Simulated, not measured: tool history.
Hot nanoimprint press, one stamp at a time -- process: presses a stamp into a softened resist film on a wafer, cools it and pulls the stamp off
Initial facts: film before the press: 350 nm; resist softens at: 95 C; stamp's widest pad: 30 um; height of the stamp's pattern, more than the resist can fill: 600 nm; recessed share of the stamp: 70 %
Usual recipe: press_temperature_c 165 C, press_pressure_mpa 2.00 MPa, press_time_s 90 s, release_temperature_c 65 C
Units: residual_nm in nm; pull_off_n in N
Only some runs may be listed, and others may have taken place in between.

{"run": 1, "hour": 0.0, "press_temperature_c": 165, "press_pressure_mpa": 2.0, "press_time_s": 90, "release_temperature_c": 65, "residual_nm": 149.7, "pull_off_n": 181}
{"run": 2, "hour": 19.0, "press_temperature_c": 165, "press_pressure_mpa": 2.0, "press_time_s": 90, "release_temperature_c": 65, "residual_nm": 152.1, "pull_off_n": 186}
{"run": 3, "hour": 34.0, "press_temperature_c": 165, "press_pressure_mpa": 1.73, "press_time_s": 90, "release_temperature_c": 65, "residual_nm": 161.8, "pull_off_n": 193}
{"run": 4, "hour": 54.5, "press_temperature_c": 165, "press_pressure_mpa": 2.0, "press_time_s": 90, "release_temperature_c": 65, "residual_nm": 152.9, "pull_off_n": 190}
{"run": 5, "hour": 76.4, "press_temperature_c": 165, "press_pressure_mpa": 2.0, "press_time_s": 90, "release_temperature_c": 65, "residual_nm": 150.6, "pull_off_n": 191}
{"run": 6, "hour": 90.4, "press_temperature_c": 157, "press_pressure_mpa": 2.0, "press_time_s": 90, "release_temperature_c": 65, "residual_nm": 198.5, "pull_off_n": 196}
{"run": 7, "hour": 109.2, "press_temperature_c": 157, "press_pressure_mpa": 2.51, "press_time_s": 90, "release_temperature_c": 65, "residual_nm": 176.7, "pull_off_n": 202}
{"hour": 119.4, "done": "stamp cleaned and given a new release coat"}
{"run": 8, "hour": 128.3, "press_temperature_c": 157, "press_pressure_mpa": 2.51, "press_time_s": 90, "release_temperature_c": 65, "residual_nm": 180.0, "pull_off_n": 126}
{"run": 9, "hour": 144.0, "press_temperature_c": 165, "press_pressure_mpa": 1.82, "press_time_s": 90, "release_temperature_c": 65, "residual_nm": 162.1, "pull_off_n": 128}
{"run": 10, "hour": 156.9, "press_temperature_c": 165, "press_pressure_mpa": 1.82, "press_time_s": 90, "release_temperature_c": 72, "residual_nm": 162.1, "pull_off_n": 112}
{"run": 11, "hour": 176.2, "press_temperature_c": 165, "press_pressure_mpa": 1.82, "press_time_s": 90, "release_temperature_c": 72, "residual_nm": 161.6, "pull_off_n": 115}
{"run": 12, "hour": 199.1, "press_temperature_c": 165, "press_pressure_mpa": 1.23, "press_time_s": 90, "release_temperature_c": 65, "residual_nm": 196.1, "pull_off_n": 141}
{"run": 13, "hour": 224.3, "press_temperature_c": 165, "press_pressure_mpa": 2.0, "press_time_s": 90, "release_temperature_c": 65, "residual_nm": 154.0, "pull_off_n": 145}
{"run": 14, "hour": 245.0, "press_temperature_c": 165, "press_pressure_mpa": 2.0, "press_time_s": 90, "release_temperature_c": 65, "residual_nm": 155.2, "pull_off_n": 148}
{"hour": 264.1, "done": "plate thermocouple calibrated"}
{"run": 15, "hour": 270.9, "press_temperature_c": 165, "press_pressure_mpa": 1.38, "press_time_s": 90, "release_temperature_c": 65, "residual_nm": 188.8, "pull_off_n": 157}
{"run": 16, "hour": 283.3, "press_temperature_c": 165, "press_pressure_mpa": 1.38, "press_time_s": 90, "release_temperature_c": 65, "residual_nm": 191.2, "pull_off_n": 161}
{"run": 17, "hour": 309.0, "press_temperature_c": 174, "press_pressure_mpa": 1.36, "press_time_s": 125, "release_temperature_c": 66, "residual_nm": 131.9, "pull_off_n": 152}
{"hour": 326.9, "done": "press's hydraulic seals changed and the load cell set to zero"}
{"run": 18, "hour": 340.5, "press_temperature_c": 162, "press_pressure_mpa": 2.0, "press_time_s": 90, "release_temperature_c": 65, "residual_nm": 172.3, "pull_off_n": 161}
{"run": 19, "hour": 364.8, "press_temperature_c": 162, "press_pressure_mpa": 2.0, "press_time_s": 90, "release_temperature_c": 65, "residual_nm": 174.0, "pull_off_n": 173}
{"run": 20, "hour": 381.0, "press_temperature_c": 165, "press_pressure_mpa": 2.0, "press_time_s": 64, "release_temperature_c": 66, "residual_nm": 174.5, "pull_off_n": 164}
{"hour": 393.9, "done": "plate thermocouple calibrated, once more"}
{"run": 21, "hour": 406.4, "press_temperature_c": 165, "press_pressure_mpa": 2.0, "press_time_s": 175, "release_temperature_c": 52, "residual_nm": 111.0, "pull_off_n": 223}
{"run": 22, "hour": 425.2, "press_temperature_c": 156, "press_pressure_mpa": 2.92, "press_time_s": 81, "release_temperature_c": 69, "residual_nm": 162.4, "pull_off_n": 150}
{"run": 23, "hour": 436.6, "press_temperature_c": 160, "press_pressure_mpa": 1.93, "press_time_s": 90, "release_temperature_c": 62, "residual_nm": 171.0, "pull_off_n": 181}
{"run": 24, "hour": 452.6, "press_temperature_c": 160, "press_pressure_mpa": 3.11, "press_time_s": 113, "release_temperature_c": 55, "residual_nm": 121.1, "pull_off_n": 211}
{"run": 25, "hour": 478.5, "press_temperature_c": 160, "press_pressure_mpa": 2.43, "press_time_s": 113, "release_temperature_c": 69, "residual_nm": 140.5, "pull_off_n": 145}
{"run": 26, "hour": 502.3, "press_temperature_c": 160, "press_pressure_mpa": 2.43, "press_time_s": 113, "release_temperature_c": 69, "residual_nm": 140.2, "pull_off_n": 155}

For run 27, what comes out?
{"run": 27, "hour": 518.9, "press_temperature_c": 163, "press_pressure_mpa": 1.59, "press_time_s": 90, "release_temperature_c": 72, "residual_nm": "?", "pull_off_n": "?"}

For run 27 the tool returned residual_nm 171.9 nm, pull_off_n 141 N.
The same run, on a tool lacking any hidden state, would have yielded residual_nm 170.2 nm, pull_off_n 100 N.

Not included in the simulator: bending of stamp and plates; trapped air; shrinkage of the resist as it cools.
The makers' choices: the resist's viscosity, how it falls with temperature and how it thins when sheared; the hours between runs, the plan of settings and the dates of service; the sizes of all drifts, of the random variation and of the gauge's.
